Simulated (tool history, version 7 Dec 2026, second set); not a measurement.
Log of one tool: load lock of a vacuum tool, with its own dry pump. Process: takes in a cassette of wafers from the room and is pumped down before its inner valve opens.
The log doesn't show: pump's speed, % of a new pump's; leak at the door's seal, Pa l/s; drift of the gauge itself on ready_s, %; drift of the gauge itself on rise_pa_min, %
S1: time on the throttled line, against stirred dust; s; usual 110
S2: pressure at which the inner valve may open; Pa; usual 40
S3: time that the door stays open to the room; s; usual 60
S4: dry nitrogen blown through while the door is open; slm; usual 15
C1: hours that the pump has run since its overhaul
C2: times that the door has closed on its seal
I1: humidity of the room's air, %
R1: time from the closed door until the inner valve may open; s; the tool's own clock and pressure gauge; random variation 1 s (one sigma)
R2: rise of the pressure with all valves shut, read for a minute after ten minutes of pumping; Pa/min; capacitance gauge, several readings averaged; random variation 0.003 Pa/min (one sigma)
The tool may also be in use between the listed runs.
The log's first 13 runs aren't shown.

| run | hour | S1 | S2 | S3 | S4 | C1 | C2 | I1 | R1 | R2 |
|---|---|---|---|---|---|---|---|---|---|---|
| 14 | 901.8 | 110 | 40 | 117 | 15 | 6972 | 9448 | 43.2 | 159.2 | 0.051 |
| 15 | 990.0 | 110 | 40 | 117 | 15 | 7060 | 9868 | 41.9 | 162.3 | 0.051 |
| 16 | 1067.2 | 110 | 40 | 117 | 15 | 7138 | 10236 | 43.3 | 162.2 | 0.054 |
| 17 | 1142.2 | 110 | 40 | 117 | 15 | 7213 | 10594 | 48.3 | 159.7 | 0.058 |
| 18 | 1188.9 | 57 | 40 | 60 | 5 | 7259 | 10817 | 44.7 | 118.5 | 0.059 |
| 19 | 1238.2 | 84 | 40 | 60 | 5 | 7309 | 11052 | 46.5 | 139.9 | 0.060 |
| 20 | 1320.9 | 63 | 50 | 32 | 7 | 7391 | 11446 | 45.5 | 120.2 | 0.037 |
| 21 | 1401.4 | 205 | 40 | 46 | 30 | 7472 | 11830 | 46.0 | 237.3 | 0.021 |
| 22 | 1480.6 | 205 | 40 | 46 | 30 | 7551 | 12208 | 44.3 | 237.1 | 0.023 |
| 23 | 1564.2 | 57 | 53 | 109 | 5 | 7635 | 12607 | 44.4 | 116.4 | 0.081 |
| 24 | 1658.5 | 57 | 53 | 109 | 5 | 7729 | 13056 | 45.6 | 116.3 | 0.081 |
| 25 | 1701.5 | 110 | 76 | 60 | 9 | 7772 | 13262 | 43.2 | 156.8 | 0.047 |
| 26 | 1763.7 | 110 | 76 | 60 | 9 | 7834 | 13558 | 44.6 | 155.8 | 0.051 |
| 27 | 1820.5 | 71 | 44 | 57 | 6 | 7891 | 13829 | 44.9 | 128.3 | 0.057 |
| 28 | 1866.3 | 110 | 58 | 60 | 15 | 7937 | 14047 | 45.2 | 157.3 | 0.036 |
| 29 | 1938.9 | 107 | 58 | 60 | 15 | 8009 | 14394 | 46.3 | 153.5 | 0.032 |
| 30 | 2010.6 | 184 | 53 | 60 | 15 | 8081 | 14735 | 41.7 | 219.8 | 0.031 |
| 31 | 2100.9 | 170 | 35 | 60 | 15 | 8171 | 15166 | 42.6 | 209.7 | 0.040 |
| 32 | 2179.1 | 170 | 35 | 60 | 15 | 8249 | 15539 | 41.2 | 210.8 | 0.035 |
| 33 | 2265.2 | 170 | 35 | 60 | 15 | 8336 | 15949 | 47.2 | 210.2 | 0.037 |
| 34 | 2330.9 | 110 | 69 | 60 | 27 | 8401 | 16263 | 45.3 | 156.7 | 0.026 |

Forecast each of these 5 alternatives for the next run:
| A | 2379.5 | 110 | 69 | 81 | 27 | 8450 | 16495 | 45.5 | ? | ? |
| B | 2379.5 | 78 | 40 | 157 | 15 | 8450 | 16495 | 43.2 | ? | ? |
| C | 2379.5 | 110 | 63 | 60 | 15 | 8450 | 16495 | 43.7 | ? | ? |
| D | 2379.5 | 110 | 64 | 60 | 15 | 8450 | 16495 | 46.9 | ? | ? |
| E | 2379.5 | 110 | 69 | 60 | 4 | 8450 | 16495 | 42.2 | ? | ? |

| run | R1 | R2 |
|---|---|---|
| A | 156.6 | 0.029 |
| B | 135.2 | 0.060 |
| C | 156.8 | 0.033 |
| D | 156.9 | 0.041 |
| E | 156.5 | 0.058 |
Without the tool's hidden state the same runs would have given:
| run | R1 | R2 |
|---|---|---|
| A | 156.5 | 0.028 |
| B | 135.2 | 0.059 |
| C | 156.8 | 0.033 |
| D | 156.8 | 0.041 |
| E | 156.5 | 0.058 |
